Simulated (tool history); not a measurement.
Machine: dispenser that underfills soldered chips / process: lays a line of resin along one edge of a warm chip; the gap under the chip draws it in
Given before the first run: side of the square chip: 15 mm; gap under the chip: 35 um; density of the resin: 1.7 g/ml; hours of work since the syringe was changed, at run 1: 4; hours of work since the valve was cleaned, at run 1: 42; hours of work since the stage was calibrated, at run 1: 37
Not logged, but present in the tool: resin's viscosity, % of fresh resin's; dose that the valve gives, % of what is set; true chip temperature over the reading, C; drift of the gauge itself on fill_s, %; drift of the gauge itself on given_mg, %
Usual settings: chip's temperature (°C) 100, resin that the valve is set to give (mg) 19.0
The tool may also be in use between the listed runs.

run	hour	chip's temperature (°C)	resin that the valve is set to give (mg)	hours of work since the syringe was changed	hours of work since the valve was cleaned	hours of work since the stage was calibrated	time until the resin shows at the far edge (s)	resin that the valve gave (mg)
1	0.0	100	19.0	4	42	37	590.4	18.52
2	4.9	100	21.0	7	45	40	646.4	20.45
3	8.1	100	21.0	9	47	42	702.5	20.43
# hour 13.1: new syringe of resin
4	13.9	100	21.0	1	51	45	510.4	20.42
5	20.8	100	21.0	5	55	49	598.2	20.36
6	26.2	100	21.0	8	58	52	658.0	20.32
# hour 28.4: dispensing valve cleaned and set on the balance
7	31.6	100	19.0	11	2	55	763.1	18.98
# hour 34.3: new syringe of resin
8	38.2	100	19.0	2	6	59	564.9	18.97
9	42.2	100	19.0	5	8	61	620.1	18.92
10	48.0	100	19.3	8	12	65	711.6	19.18
# hour 54.4: new syringe of resin
11	54.8	100	19.3	0	16	69	502.4	19.15
12	60.3	100	19.3	4	19	72	570.5	19.03
13	65.1	108	19.3	6	22	75	498.4	19.05
14	71.9	108	19.3	11	26	79	577.9	19.04
# hour 74.6: new syringe of resin
15	76.0	88	18.8	1	28	81	783.2	18.53
16	79.2	104	18.9	3	30	83	488.3	18.61
17	82.9	107	21.6	5	33	86	474.2	21.20
18	86.5	90	17.3	7	35	88	959.0	17.01
19	92.5	106	21.4	11	38	91	601.5	20.94
# hour 94.6: new syringe of resin
20	97.2	106	21.4	2	41	94	434.0	20.90
21	103.0	106	21.4	5	45	98	494.6	20.82
22	106.3	106	21.4	7	47	100	528.0	20.86
23	111.4	101	24.2	10	50	103	696.2	23.53
# hour 114.7: new syringe of resin
24	115.1	90	18.5	0	52	105	734.7	17.96

Predict each of these 5 candidate next runs independently; none follows another, all start after run 24:
A	118.8	100	19.4	2	54	107	?	?
B	118.8	99	20.7	2	54	107	?	?
C	118.8	94	19.0	2	54	107	?	?
D	118.8	90	24.2	2	54	107	?	?
E	118.8	100	20.2	2	54	107	?	?

run	time until the resin shows at the far edge (s)	resin that the valve gave (mg)
A	565.9	18.81
B	579.0	20.09
C	695.0	18.47
D	761.2	23.47
E	564.8	19.60
Stripped of hidden state, with their random variation kept, the same runs would have yielded:
run	time until the resin shows at the far edge (s)	resin that the valve gave (mg)
A	506.3	19.39
B	518.9	20.71
C	621.4	19.04
D	683.7	24.19
E	505.8	20.20
